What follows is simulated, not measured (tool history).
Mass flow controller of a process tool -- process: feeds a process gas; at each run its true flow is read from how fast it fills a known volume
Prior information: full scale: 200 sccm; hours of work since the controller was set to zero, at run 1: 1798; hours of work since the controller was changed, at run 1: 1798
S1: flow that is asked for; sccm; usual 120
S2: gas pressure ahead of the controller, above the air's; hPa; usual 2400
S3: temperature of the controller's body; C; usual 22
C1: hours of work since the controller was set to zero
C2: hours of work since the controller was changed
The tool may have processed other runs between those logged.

{"run": 1, "day": 0.0, "S1": 120, "S2": 2400, "S3": 22, "C1": 1798, "C2": 1798, "true flow (%)": 99.91}
{"run": 2, "day": 5.429, "S1": 93, "S2": 2400, "S3": 22, "C1": 1842, "C2": 1842, "true flow (%)": 99.84}
{"run": 3, "day": 16.067, "S1": 93, "S2": 2400, "S3": 22, "C1": 1928, "C2": 1928, "true flow (%)": 99.83}
{"run": 4, "day": 26.038, "S1": 120, "S2": 1430, "S3": 22, "C1": 2008, "C2": 2008, "true flow (%)": 99.51}
{"run": 5, "day": 32.829, "S1": 120, "S2": 2400, "S3": 22, "C1": 2063, "C2": 2063, "true flow (%)": 100.07}
{"run": 6, "day": 45.462, "S1": 120, "S2": 2400, "S3": 22, "C1": 2165, "C2": 2165, "true flow (%)": 100.14}
{"run": 7, "day": 53.521, "S1": 120, "S2": 2400, "S3": 22, "C1": 2231, "C2": 2231, "true flow (%)": 100.15}
{"run": 8, "day": 60.788, "S1": 120, "S2": 2400, "S3": 22, "C1": 2289, "C2": 2289, "true flow (%)": 100.21}
{"run": 9, "day": 69.258, "S1": 120, "S2": 2400, "S3": 22, "C1": 2358, "C2": 2358, "true flow (%)": 100.22}
{"run": 10, "day": 80.154, "S1": 120, "S2": 1640, "S3": 22, "C1": 2446, "C2": 2446, "true flow (%)": 99.78}
{"run": 11, "day": 85.421, "S1": 120, "S2": 1640, "S3": 22, "C1": 2489, "C2": 2489, "true flow (%)": 100.03}
{"run": 12, "day": 93.85, "S1": 112, "S2": 2400, "S3": 22, "C1": 2557, "C2": 2557, "true flow (%)": 100.36}
{"run": 13, "day": 99.467, "S1": 112, "S2": 2400, "S3": 22, "C1": 2602, "C2": 2602, "true flow (%)": 100.45}
{"run": 14, "day": 111.133, "S1": 112, "S2": 2400, "S3": 22, "C1": 2697, "C2": 2697, "true flow (%)": 100.29}
{"run": 15, "day": 118.788, "S1": 112, "S2": 2400, "S3": 25, "C1": 2759, "C2": 2759, "true flow (%)": 100.38}
{"run": 16, "day": 124.488, "S1": 44, "S2": 2400, "S3": 25, "C1": 2805, "C2": 2805, "true flow (%)": 100.12}
{"run": 17, "day": 135.104, "S1": 120, "S2": 1540, "S3": 22, "C1": 2891, "C2": 2891, "true flow (%)": 100.15}
{"run": 18, "day": 140.688, "S1": 120, "S2": 1540, "S3": 22, "C1": 2936, "C2": 2936, "true flow (%)": 100.2}
{"run": 19, "day": 151.092, "S1": 55, "S2": 2400, "S3": 27, "C1": 3020, "C2": 3020, "true flow (%)": 100.08}
{"run": 20, "day": 157.183, "S1": 150, "S2": 2300, "S3": 22, "C1": 3069, "C2": 3069, "true flow (%)": 100.69}
{"run": 21, "day": 165.162, "S1": 150, "S2": 2300, "S3": 22, "C1": 3134, "C2": 3134, "true flow (%)": 100.71}
{"run": 22, "day": 175.458, "S1": 175, "S2": 1410, "S3": 29, "C1": 3217, "C2": 3217, "true flow (%)": 100.41}
{"run": 23, "day": 187.838, "S1": 175, "S2": 1410, "S3": 29, "C1": 3317, "C2": 3317, "true flow (%)": 100.28}
{"run": 24, "day": 197.821, "S1": 117, "S2": 1810, "S3": 28, "C1": 3398, "C2": 3398, "true flow (%)": 100.39}
{"run": 25, "day": 207.833, "S1": 117, "S2": 1600, "S3": 40, "C1": 3479, "C2": 3479, "true flow (%)": 99.92}
{"run": 26, "day": 214.458, "S1": 117, "S2": 1600, "S3": 40, "C1": 3532, "C2": 3532, "true flow (%)": 99.98}
{"run": 27, "day": 224.183, "S1": 32, "S2": 2390, "S3": 22, "C1": 3611, "C2": 3611, "true flow (%)": 100.49}
{"run": 28, "day": 231.238, "S1": 32, "S2": 2390, "S3": 21, "C1": 3668, "C2": 3668, "true flow (%)": 100.56}
{"run": 29, "day": 240.95, "S1": 25, "S2": 2400, "S3": 29, "C1": 3747, "C2": 3747, "true flow (%)": 100.44}
{"run": 30, "day": 248.854, "S1": 117, "S2": 1440, "S3": 24, "C1": 3811, "C2": 3811, "true flow (%)": 100.45}
{"run": 31, "day": 259.138, "S1": 85, "S2": 2500, "S3": 20, "C1": 3894, "C2": 3894, "true flow (%)": 100.95}
{"run": 32, "day": 264.958, "S1": 70, "S2": 2570, "S3": 29, "C1": 3941, "C2": 3941, "true flow (%)": 100.76}
{"run": 33, "day": 276.675, "S1": 70, "S2": 2570, "S3": 29, "C1": 4036, "C2": 4036, "true flow (%)": 100.85}
{"run": 34, "day": 287.633, "S1": 63, "S2": 1830, "S3": 35, "C1": 4124, "C2": 4124, "true flow (%)": 100.25}
{"run": 35, "day": 299.238, "S1": 63, "S2": 1800, "S3": 27, "C1": 4218, "C2": 4218, "true flow (%)": 100.48}
{"run": 36, "day": 305.688, "S1": 24, "S2": 2080, "S3": 36, "C1": 4270, "C2": 4270, "true flow (%)": 100.32}

Measured less the same run without the tool's hidden state. The same run-to-run variation is in both; the gauge's scatter may not be:
Hidden conditions of the tool in this case: flow at rest that the sensor doesn't see, % of full scale; true flow over the shown one, %; drift of the gauge itself on true_pct, %.
run=1 true_flow_(%)=+0
run=2 true_flow_(%)=+0.02
run=3 true_flow_(%)=+0.07
run=4 true_flow_(%)=+0.11
run=5 true_flow_(%)=+0.14
run=6 true_flow_(%)=+0.2
run=7 true_flow_(%)=+0.23
run=8 true_flow_(%)=+0.27
run=9 true_flow_(%)=+0.31
run=10 true_flow_(%)=+0.35
run=11 true_flow_(%)=+0.38
run=12 true_flow_(%)=+0.41
run=13 true_flow_(%)=+0.44
run=14 true_flow_(%)=+0.49
run=15 true_flow_(%)=+0.52
run=16 true_flow_(%)=+0.56
run=17 true_flow_(%)=+0.59
run=18 true_flow_(%)=+0.62
run=19 true_flow_(%)=+0.68
run=20 true_flow_(%)=+0.7
run=21 true_flow_(%)=+0.72
run=22 true_flow_(%)=+0.77
run=23 true_flow_(%)=+0.82
run=24 true_flow_(%)=+0.87
run=25 true_flow_(%)=+0.91
run=26 true_flow_(%)=+0.94
run=27 true_flow_(%)=+1.02
run=28 true_flow_(%)=+1.04
run=29 true_flow_(%)=+1.1
run=30 true_flow_(%)=+1.1
run=31 true_flow_(%)=+1.15
run=32 true_flow_(%)=+1.18
run=33 true_flow_(%)=+1.23
run=34 true_flow_(%)=+1.27
run=35 true_flow_(%)=+1.33
run=36 true_flow_(%)=+1.39
